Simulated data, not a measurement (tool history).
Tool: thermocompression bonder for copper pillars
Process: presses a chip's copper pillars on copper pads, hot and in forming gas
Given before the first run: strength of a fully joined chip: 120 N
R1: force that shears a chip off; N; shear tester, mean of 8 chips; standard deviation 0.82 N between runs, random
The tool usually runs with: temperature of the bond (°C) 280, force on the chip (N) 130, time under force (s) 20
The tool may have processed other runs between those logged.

Run 1, hour 0.0: usual settings. Result: R1 63.3 N.
Run 2, hour 14.1: usual settings. Result: R1 64.1 N.
Run 3, hour 32.9: usual settings. Result: R1 62.4 N.
Run 4, hour 48.8: usual settings. Result: R1 62.4 N.
Run 5, hour 72.5: usual settings. Result: R1 62.5 N.
Run 6, hour 90.3: usual settings. Result: R1 62.9 N.
Run 7, hour 114.0: usual settings but time under force (s) 21. Result: R1 61.3 N.
Run 8, hour 141.7: usual settings. Result: R1 61.8 N.
Run 9, hour 160.3: usual settings. Result: R1 61.1 N.
Run 10, hour 181.3: usual settings. Result: R1 61.5 N.
Run 11, hour 197.3: usual settings. Result: R1 59.7 N.
Run 12, hour 213.5: usual settings. Result: R1 60.3 N.
Run 13, hour 242.2: usual settings but time under force (s) 12. Result: R1 48.9 N.
Run 14, hour 256.7: usual settings but temperature of the bond (°C) 279, force on the chip (N) 164, time under force (s) 25. Result: R1 68.5 N.
Run 15, hour 278.4: usual settings but temperature of the bond (°C) 279, force on the chip (N) 164, time under force (s) 25. Result: R1 68.1 N.
Run 16, hour 304.4: usual settings but force on the chip (N) 81, time under force (s) 11. Result: R1 37.2 N.
Run 17, hour 325.0: usual settings but temperature of the bond (°C) 289, force on the chip (N) 80. Result: R1 52.6 N.
Run 18, hour 356.3: usual settings but temperature of the bond (°C) 292, force on the chip (N) 175, time under force (s) 35. Result: R1 83.2 N.
Run 19, hour 383.5: usual settings but temperature of the bond (°C) 274, force on the chip (N) 149. Result: R1 58.5 N.
Run 20, hour 409.1: usual settings but temperature of the bond (°C) 302, force on the chip (N) 154. Result: R1 76.1 N.
Run 21, hour 442.1: usual settings but temperature of the bond (°C) 270, force on the chip (N) 152. Result: R1 55.2 N.
At hour 451.9: forming gas filter changed.
Run 22, hour 469.9: usual settings but force on the chip (N) 97, time under force (s) 30. Result: R1 63.0 N.
Run 23, hour 500.2: usual settings but temperature of the bond (°C) 288, force on the chip (N) 156, time under force (s) 11. Result: R1 60.9 N.

The logged runs with the hidden state left out (each run's random variation unchanged):
The hidden state here: true temperature of the bond over the reading, C; force that reaches the chip, % of what is set; oxide that the forming gas leaves, % of the face; drift of the gauge itself on shear_n, %.
run    R1
  1  65.1
  2  66.2
  3  64.7
  4  64.9
  5  65.3
  6  66.1
  7  64.7
  8  65.6
  9  65.1
 10  65.8
 11  64.1
 12  65.0
 13  53.2
 14  74.4
 15  74.3
 16  41.2
 17  58.2
 18  91.6
 19  65.5
 20  84.9
 21  62.8
 22  65.6
 23  63.8
